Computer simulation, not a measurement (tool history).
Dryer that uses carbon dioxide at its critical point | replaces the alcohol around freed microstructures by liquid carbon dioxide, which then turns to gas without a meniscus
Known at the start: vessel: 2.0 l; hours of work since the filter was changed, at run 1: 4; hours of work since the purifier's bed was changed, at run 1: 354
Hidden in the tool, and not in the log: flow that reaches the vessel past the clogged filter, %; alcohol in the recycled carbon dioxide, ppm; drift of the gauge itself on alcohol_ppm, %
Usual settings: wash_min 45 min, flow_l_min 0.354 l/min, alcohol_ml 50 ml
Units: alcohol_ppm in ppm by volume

| run | day | wash_min | flow_l_min | alcohol_ml | hours of work since the filter was changed | hours of work since the purifier's bed was changed | alcohol_ppm |
|---|---|---|---|---|---|---|---|
| 1 | 0 | 45 | 0.354 | 50 | 4 | 354 | 133 |
| 2 | 0.917 | 45 | 0.354 | 50 | 20 | 369 | 139 |
| 3 | 1.871 | 45 | 0.354 | 50 | 36 | 385 | 145 |
| 4 | 2.817 | 45 | 0.254 | 50 | 52 | 401 | 505 |
| 5 | 4.142 | 45 | 0.254 | 50 | 74 | 424 | 533 |
| 6 | 5.308 | 45 | 0.254 | 50 | 94 | 444 | 543 |
| 7 | 6.638 | 51 | 0.354 | 50 | 117 | 466 | 141 |
| 8 | 7.812 | 45 | 0.354 | 28 | 137 | 486 | 129 |
| 9 | 9.029 | 45 | 0.362 | 50 | 157 | 507 | 180 |
|  | 9.179 | inlet filter changed |
| 10 | 10.029 | 45 | 0.362 | 50 | 14 | 523 | 156 |
| 11 | 11.167 | 45 | 0.362 | 50 | 34 | 542 | 156 |
| 12 | 12.129 | 45 | 0.362 | 50 | 50 | 559 | 171 |
| 13 | 13.083 | 45 | 0.362 | 50 | 66 | 575 | 180 |
| 14 | 13.717 | 45 | 0.362 | 50 | 77 | 586 | 175 |
| 15 | 14.608 | 45 | 0.362 | 50 | 92 | 601 | 185 |
| 16 | 15.671 | 45 | 0.354 | 50 | 110 | 619 | 204 |
| 17 | 16.329 | 45 | 0.354 | 50 | 121 | 630 | 210 |
| 18 | 17.029 | 45 | 0.354 | 50 | 133 | 642 | 206 |
| 19 | 18.383 | 45 | 0.354 | 50 | 156 | 665 | 220 |
|  | 18.533 | inlet filter changed |
| 20 | 19.367 | 45 | 0.354 | 50 | 14 | 681 | 186 |
| 21 | 20.521 | 45 | 0.354 | 50 | 34 | 701 | 191 |
| 22 | 21.188 | 45 | 0.354 | 50 | 45 | 712 | 201 |
| 23 | 22.542 | 45 | 0.354 | 50 | 68 | 735 | 213 |
| 24 | 23.279 | 45 | 0.44 | 27 | 81 | 747 | 146 |
| 25 | 24.692 | 32 | 0.44 | 112 | 105 | 771 | 536 |
| 26 | 25.9 | 70 | 0.564 | 50 | 125 | 792 | 133 |

The next listed run, before its measurement:
| 27 | 27.242 | 37 | 0.564 | 50 | 148 | 815 | ? |

{"run 27": {"alcohol_ppm": 144}}
Without the tool's hidden state the same run would have given alcohol_ppm 7 ppm by volume.
